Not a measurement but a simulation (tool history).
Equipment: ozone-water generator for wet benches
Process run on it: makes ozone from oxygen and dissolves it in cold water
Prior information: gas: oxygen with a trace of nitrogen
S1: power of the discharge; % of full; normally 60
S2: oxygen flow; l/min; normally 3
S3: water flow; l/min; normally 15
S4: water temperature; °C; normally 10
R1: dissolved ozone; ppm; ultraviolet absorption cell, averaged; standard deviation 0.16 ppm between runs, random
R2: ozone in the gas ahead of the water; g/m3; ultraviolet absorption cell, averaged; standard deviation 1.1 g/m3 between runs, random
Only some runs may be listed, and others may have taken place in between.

{"run": 1, "hour": 0.0, "S1": 60, "S2": 3, "S3": 15, "S4": 10, "R1": 20.8, "R2": 196.2}
{"run": 2, "hour": 145.3, "S1": 60, "S2": 3, "S3": 12, "S4": 10, "R1": 25.8, "R2": 196.2}
{"run": 3, "hour": 255.1, "S1": 76, "S2": 3, "S3": 12, "S4": 10, "R1": 28.7, "R2": 220.8}
{"run": 4, "hour": 368.5, "S1": 76, "S2": 3, "S3": 12, "S4": 10, "R1": 29.2, "R2": 222.6}
{"run": 5, "hour": 496.3, "S1": 76, "S2": 3, "S3": 11, "S4": 10, "R1": 31.4, "R2": 222.7}
{"run": 6, "hour": 620.4, "S1": 60, "S2": 3, "S3": 15, "S4": 10, "R1": 21.2, "R2": 196.5}
{"run": 7, "hour": 701.9, "S1": 60, "S2": 3, "S3": 15, "S4": 10, "R1": 20.9, "R2": 197.1}
{"run": 8, "hour": 846.8, "S1": 60, "S2": 3, "S3": 15, "S4": 10, "R1": 21, "R2": 197.4}
{"run": 9, "hour": 945.6, "S1": 58, "S2": 3, "S3": 14, "S4": 14, "R1": 21.1, "R2": 192.8}
{"run": 10, "hour": 1080.1, "S1": 79, "S2": 1.96, "S3": 15, "S4": 12, "R1": 22.7, "R2": 292.8}

Expected results for the next run?
{"run": 11, "hour": 1199.1, "S1": 79, "S2": 1.96, "S3": 15, "S4": 12, "R1": "?", "R2": "?"}

R1: 22.7 ppm
R2: 294.4 g/m3
Had the tool carried no hidden state, the very same run would have given R1 22.7 ppm, R2 291.2 g/m3.

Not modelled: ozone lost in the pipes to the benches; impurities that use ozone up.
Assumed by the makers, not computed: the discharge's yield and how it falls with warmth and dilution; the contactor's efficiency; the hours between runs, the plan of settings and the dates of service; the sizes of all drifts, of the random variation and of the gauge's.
